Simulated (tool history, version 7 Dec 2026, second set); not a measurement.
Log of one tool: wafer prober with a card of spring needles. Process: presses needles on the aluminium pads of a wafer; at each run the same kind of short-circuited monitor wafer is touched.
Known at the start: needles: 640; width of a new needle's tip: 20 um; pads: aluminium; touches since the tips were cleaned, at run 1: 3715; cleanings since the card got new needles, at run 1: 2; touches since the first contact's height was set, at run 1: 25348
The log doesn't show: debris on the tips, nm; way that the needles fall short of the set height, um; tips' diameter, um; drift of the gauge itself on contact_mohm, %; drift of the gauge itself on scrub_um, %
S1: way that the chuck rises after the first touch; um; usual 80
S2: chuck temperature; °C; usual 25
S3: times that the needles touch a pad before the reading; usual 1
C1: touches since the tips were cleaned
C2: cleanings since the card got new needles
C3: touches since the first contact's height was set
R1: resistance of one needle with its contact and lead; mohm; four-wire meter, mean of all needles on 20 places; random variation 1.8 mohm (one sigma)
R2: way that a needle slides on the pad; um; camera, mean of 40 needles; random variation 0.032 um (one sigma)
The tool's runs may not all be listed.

run	hour	S1	S2	S3	C1	C2	C3	R1	R2
1	0	80	25	1	3715	2	25348	191	14.88
# hour 20.2: tips cleaned on abrasive film
2	30.6	80	25	1	2712	3	33323	191	14.92
# hour 53.7: tips cleaned on abrasive film
3	53.7	80	25	1	0	4	39329	190	14.96
# hour 87.2: tips cleaned on abrasive film
4	87.2	80	25	1	0	5	48075	192	14.94
# hour 121.7: tips cleaned on abrasive film
5	133.4	80	25	1	3066	6	60130	190	14.92
# hour 158: tips cleaned on abrasive film
6	177.1	86	25	1	4986	7	71520	192	16.01
# hour 192.6: tips cleaned on abrasive film
7	203.3	86	25	1	2786	8	78339	189	16.08
# hour 230.6: tips cleaned on abrasive film
8	231.6	80	98	1	265	9	85711	207	14.89
# hour 266.4: tips cleaned on abrasive film
9	271.7	96	25	1	1383	10	96163	193	17.88
# hour 304.1: tips cleaned on abrasive film
10	318	80	28	1	3646	11	108254	196	14.97
# hour 340.3: tips cleaned on abrasive film
11	362.8	80	25	1	5876	12	119933	189	14.96
# hour 374.1: tips cleaned on abrasive film
12	390.9	80	25	1	4392	13	127264	193	14.9
# hour 409.7: tips cleaned on abrasive film
13	430.9	80	25	1	5551	14	137694	193	14.82
# hour 443.5: tips cleaned on abrasive film
# hour 474.9: height of the first contact set anew
14	474.9	80	100	1	8134	15	0	207	14.95
# hour 479.6: tips cleaned on abrasive film
# hour 513.7: tips cleaned on abrasive film
15	523.9	80	25	1	2664	17	12749	195	14.94
# hour 548.2: tips cleaned on abrasive film
16	549.2	80	25	1	263	18	19338	191	14.88
# hour 582.4: tips cleaned on abrasive film
17	600.1	80	31	1	4639	19	32635	197	14.92
# hour 617.9: tips cleaned on abrasive film
18	643.4	80	25	2	6667	20	43916	191	14.91
# hour 653.5: tips cleaned on abrasive film
# hour 687.3: tips cleaned on abrasive film
19	687.3	80	53	1	0	22	55340	199	14.9
# hour 721.8: tips cleaned on abrasive film
20	734	62	34	1	3194	23	67539	201	11.58
# hour 756.9: tips cleaned on abrasive film
21	756.9	80	116	2	0	24	73499	213	14.9
# hour 791.2: tips cleaned on abrasive film
22	796.7	80	116	2	1432	25	83856	213	14.88
23	818.5	80	116	2	7132	25	89556	211	14.92
# hour 826: tips cleaned on abrasive film
# hour 861.1: tips cleaned on abrasive film
24	870.7	80	28	2	2526	27	103175	192	14.88
# hour 898.6: tips cleaned on abrasive film
25	914.4	80	28	2	4148	28	114569	193	14.93
# hour 933.2: tips cleaned on abrasive film
26	946.5	75	85	1	3487	29	122939	208	14
# hour 967.8: tips cleaned on abrasive film
27	981.3	80	65	2	3542	30	132009	202	14.85
# hour 1005.1: tips cleaned on abrasive film
28	1010.6	83	104	1	1440	31	139639	210	15.47
# hour 1040.9: tips cleaned on abrasive film
# hour 1049.3: height of the first contact set anew
29	1057.8	83	104	1	4339	32	2239	207	15.44
# hour 1075.1: tips cleaned on abrasive film
30	1083.7	80	87	2	2247	33	8980	207	14.93
# hour 1111.1: tips cleaned on abrasive film
31	1131.7	94	87	2	5391	34	21509	204	17.54
# hour 1146.8: tips cleaned on abrasive film
# hour 1181.4: tips cleaned on abrasive film
32	1185.2	80	112	1	994	36	35423	209	14.86
# hour 1218.2: tips cleaned on abrasive film
33	1224.5	65	112	2	1635	37	45676	215	12.11
# hour 1251.7: tips cleaned on abrasive film
34	1257.7	65	112	2	1558	38	54325	213	12.12

Forecast each of these 3 alternatives for the next run:
A	1281	65	112	3	7667	38	60434	?	?
B	1281	76	31	1	7667	38	60434	?	?
C	1281	73	44	2	7667	38	60434	?	?

run	R1	R2
A	218	12.1
B	193	14.16
C	196	13.56
Without the tool's hidden state the same runs would have given:
run	R1	R2
A	217	12.1
B	192	14.16
C	195	13.56
